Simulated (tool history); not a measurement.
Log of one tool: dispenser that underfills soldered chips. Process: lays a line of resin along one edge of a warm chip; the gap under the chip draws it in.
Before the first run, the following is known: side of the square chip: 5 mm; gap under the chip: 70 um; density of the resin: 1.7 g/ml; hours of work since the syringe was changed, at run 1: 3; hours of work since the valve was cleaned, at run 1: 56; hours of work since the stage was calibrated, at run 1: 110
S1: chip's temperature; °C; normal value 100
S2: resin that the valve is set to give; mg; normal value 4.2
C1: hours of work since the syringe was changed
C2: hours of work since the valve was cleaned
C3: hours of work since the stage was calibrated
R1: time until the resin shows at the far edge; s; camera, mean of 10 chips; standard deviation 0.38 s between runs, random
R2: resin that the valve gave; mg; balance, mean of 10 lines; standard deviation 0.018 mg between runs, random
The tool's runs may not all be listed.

Run 1, hour 0: usual settings; C1 3; C2 56; C3 110. Result: R1 27 s, R2 4.02 mg.
Run 2, hour 3.6: usual settings; C1 5; C2 59; C3 113. Result: R1 30.1 s, R2 4.03 mg.
At hour 5.5: new syringe of resin.
Run 3, hour 9.4: usual settings; C1 3; C2 62; C3 116. Result: R1 27.5 s, R2 4.04 mg.
Run 4, hour 12.3: usual settings; C1 4; C2 64; C3 118. Result: R1 29.5 s, R2 4.03 mg.
At hour 15.1: new syringe of resin.
Run 5, hour 18: usual settings but S1 91 °C; C1 2; C2 68; C3 122. Result: R1 34.3 s, R2 4.04 mg.
Run 6, hour 21.6: usual settings but S1 92 °C; C1 4; C2 70; C3 124. Result: R1 36.3 s, R2 4.02 mg.
At hour 24.8: new syringe of resin.
Run 7, hour 26.7: usual settings but S1 92 °C; C1 1; C2 73; C3 127. Result: R1 32.8 s, R2 4.01 mg.
Run 8, hour 30.8: usual settings but S1 92 °C; C1 4; C2 76; C3 130. Result: R1 35.8 s, R2 3.97 mg.
At hour 34.2: new syringe of resin.
Run 9, hour 35.2: usual settings but S1 92 °C; C1 1; C2 79; C3 133. Result: R1 32.1 s, R2 4 mg.
Run 10, hour 39.5: usual settings but S2 4.33 mg; C1 3; C2 82; C3 135. Result: R1 27.7 s, R2 4.14 mg.
Run 11, hour 42.6: usual settings; C1 6; C2 84; C3 138. Result: R1 31.2 s, R2 3.98 mg.
At hour 43.8: new syringe of resin.
Run 12, hour 48.2: usual settings; C1 3; C2 87; C3 141. Result: R1 27.4 s, R2 3.97 mg.
Run 13, hour 51.3: usual settings but S1 109 °C; C1 5; C2 89; C3 143. Result: R1 22.5 s, R2 3.94 mg.
At hour 53.2: new syringe of resin.
Run 14, hour 55: usual settings but S1 109 °C; C1 1; C2 91; C3 145. Result: R1 20.4 s, R2 3.96 mg.
Run 15, hour 57.6: usual settings; C1 3; C2 93; C3 147. Result: R1 28.2 s, R2 3.95 mg.
Run 16, hour 61.5: usual settings but S1 97 °C; C1 5; C2 96; C3 150. Result: R1 33.1 s, R2 3.97 mg.
At hour 62.5: new syringe of resin.
Run 17, hour 65.6: usual settings but S1 95 °C; C1 2; C2 98; C3 152. Result: R1 31.2 s, R2 3.96 mg.
Run 18, hour 69.6: usual settings but S1 95 °C; C1 5; C2 101; C3 155. Result: R1 34.5 s, R2 3.94 mg.
At hour 72.1: new syringe of resin.
Run 19, hour 73.2: usual settings but S1 95 °C; C1 1; C2 103; C3 157. Result: R1 28.5 s, R2 3.92 mg.
Run 20, hour 78: usual settings but S1 98 °C, S2 3.98 mg; C1 4; C2 106; C3 160. Result: R1 30.3 s, R2 3.7 mg.
At hour 81.7: new syringe of resin.
Run 21, hour 83.1: usual settings but S1 98 °C, S2 3.98 mg; C1 1; C2 109; C3 163. Result: R1 27.2 s, R2 3.68 mg.
Run 22, hour 87: usual settings but S1 101 °C, S2 3.93 mg; C1 4; C2 112; C3 166. Result: R1 28.3 s, R2 3.64 mg.
At hour 91: new syringe of resin.
Run 23, hour 91: usual settings but S1 101 °C, S2 3.93 mg; C1 0; C2 114; C3 168. Result: R1 24.3 s, R2 3.65 mg.
Run 24, hour 94.9: usual settings but S2 4.93 mg; C1 3; C2 117; C3 171. Result: R1 26.9 s, R2 4.6 mg.
Run 25, hour 99.2: usual settings but S2 4.93 mg; C1 5; C2 120; C3 174. Result: R1 30 s, R2 4.54 mg.
At hour 100.4: new syringe of resin.
Run 26, hour 103.8: usual settings but S2 4.93 mg; C1 2; C2 123; C3 177. Result: R1 26.9 s, R2 4.53 mg.
Run 27, hour 107.3: usual settings but S1 89 °C, S2 4.08 mg; C1 5; C2 125; C3 179. Result: R1 42.4 s, R2 3.76 mg.
At hour 109.9: new syringe of resin.
Run 28, hour 110.8: usual settings but S1 99 °C, S2 5.3 mg; C1 1; C2 127; C3 181. Result: R1 24.5 s, R2 4.91 mg.
Run 29, hour 115.4: usual settings but S2 4.16 mg; C1 4; C2 130; C3 184. Result: R1 28 s, R2 3.83 mg.
At hour 118.4: dispensing valve cleaned and set on the balance.
Run 30, hour 119.7: usual settings but S2 4.16 mg; C1 6; C2 1; C3 186. Result: R1 30.2 s, R2 4.16 mg.
At hour 120.4: new syringe of resin.
Run 31, hour 122.3: usual settings but S2 4.04 mg; C1 1; C2 2; C3 188. Result: R1 26.1 s, R2 4.05 mg.
Run 32, hour 127.6: usual settings but S2 4.04 mg; C1 5; C2 6; C3 191. Result: R1 29.2 s, R2 4.01 mg.
At hour 129.8: new syringe of resin.
Run 33, hour 131.4: usual settings but S2 4.04 mg; C1 1; C2 8; C3 194. Result: R1 25.4 s, R2 4.03 mg.
Run 34, hour 135.5: usual settings but S2 4.04 mg; C1 4; C2 11; C3 196. Result: R1 28.6 s, R2 4.01 mg.
At hour 139.4: new syringe of resin.
Run 35, hour 140: usual settings but S1 109 °C, S2 4.64 mg; C1 0; C2 14; C3 199. Result: R1 18.5 s, R2 4.58 mg.

Below are 4 alternative next runs, each starting from the tool's condition after run 35. Predict each:
Run A, hour 142.4: usual settings but S1 101 °C, S2 4.64 mg; C1 2; C2 15; C3 201. Result: R1 ?, R2 ?.
Run B, hour 142.4: usual settings but S1 95 °C, S2 5.44 mg; C1 2; C2 15; C3 201. Result: R1 ?, R2 ?.
Run C, hour 142.4: usual settings but S1 102 °C; C1 2; C2 15; C3 201. Result: R1 ?, R2 ?.
Run D, hour 142.4: usual settings but S1 95 °C, S2 4.63 mg; C1 2; C2 15; C3 201. Result: R1 ?, R2 ?.

run    R1    R2
  A  25.3  4.59
  B  29.4  5.36
  C    25  4.16
  D  30.4  4.59
With no hidden state in the tool, these same runs would have given:
run    R1    R2
  A  22.4  4.64
  B  25.9  5.42
  C  22.1  4.21
  D  26.8  4.63

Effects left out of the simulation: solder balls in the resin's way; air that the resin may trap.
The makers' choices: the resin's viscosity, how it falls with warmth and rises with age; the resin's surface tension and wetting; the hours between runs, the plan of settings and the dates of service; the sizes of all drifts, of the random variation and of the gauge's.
